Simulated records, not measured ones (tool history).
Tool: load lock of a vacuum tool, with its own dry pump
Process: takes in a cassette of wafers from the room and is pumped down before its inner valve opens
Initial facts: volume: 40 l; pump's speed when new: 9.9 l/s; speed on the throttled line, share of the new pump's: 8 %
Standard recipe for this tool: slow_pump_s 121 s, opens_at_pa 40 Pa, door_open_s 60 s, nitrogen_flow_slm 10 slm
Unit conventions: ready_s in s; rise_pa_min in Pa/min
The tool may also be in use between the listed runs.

run      day  slow_pump_s  opens_at_pa  door_open_s  nitrogen_flow_slm  incoming humidity of the room's air, %  ready_s  rise_pa_min
  1    0.000          121           40           60                 10                                    42.6    143.0        0.041
  2    9.029          121           40           60                 10                                    42.8    142.8        0.039
  3   20.342          121           40           60                 10                                    45.5    142.4        0.038
  4   29.758          121           40           60                 10                                    42.9    142.8        0.036
  5   40.825          121           40           60                 10                                    44.4    143.2        0.044
  6   50.483          121           40           60                 10                                    46.4    142.5        0.039
  7   59.675          121           40           60                 10                                    45.2    142.2        0.039
  8   75.988          121           36           60                 10                                    44.6    142.8        0.036
  9   84.225          121           40           60                 40                                    45.6    142.9        0.020
 10   95.375           66           40           60                 16                                    44.5     92.4        0.036
 11  108.358           66           40           60                 16                                    44.9     92.1        0.028
 12  120.838           66           40           60                 16                                    44.5     92.2        0.030
 13  137.046          232           32           95                 33                                    46.6    245.1        0.020
 14  146.925           81           34           95                 33                                    44.9    106.5        0.028
 15  154.817           81           34           95                 33                                    43.1    106.8        0.027
 16  169.300           81           34           95                 33                                    47.1    106.9        0.026
 17  176.133          121           41           60                 42                                    41.9    142.3        0.022
 18  185.104          183           41           60                 42                                    45.6    199.4        0.019

5 options for the next run, each taken on its own from the tool as it stands now. Forecast them:
  A  193.754          121           59           53                 10                                    42.3        ?            ?
  B  193.754          187           40          222                  5                                    42.6        ?            ?
  C  193.754          183           31           60                 42                                    43.6        ?            ?
  D  193.754          169           40           37                 10                                    48.7        ?            ?
  E  193.754           73           40           60                 10                                    45.3        ?            ?

run  ready_s  rise_pa_min
  A    140.6        0.032
  B    202.4        0.074
  C    200.5        0.018
  D    186.6        0.032
  E     98.5        0.034
Had the tool no hidden state, the same runs would have come out as:
run  ready_s  rise_pa_min
  A    140.6        0.031
  B    202.4        0.073
  C    200.5        0.018
  D    186.6        0.031
  E     98.5        0.033
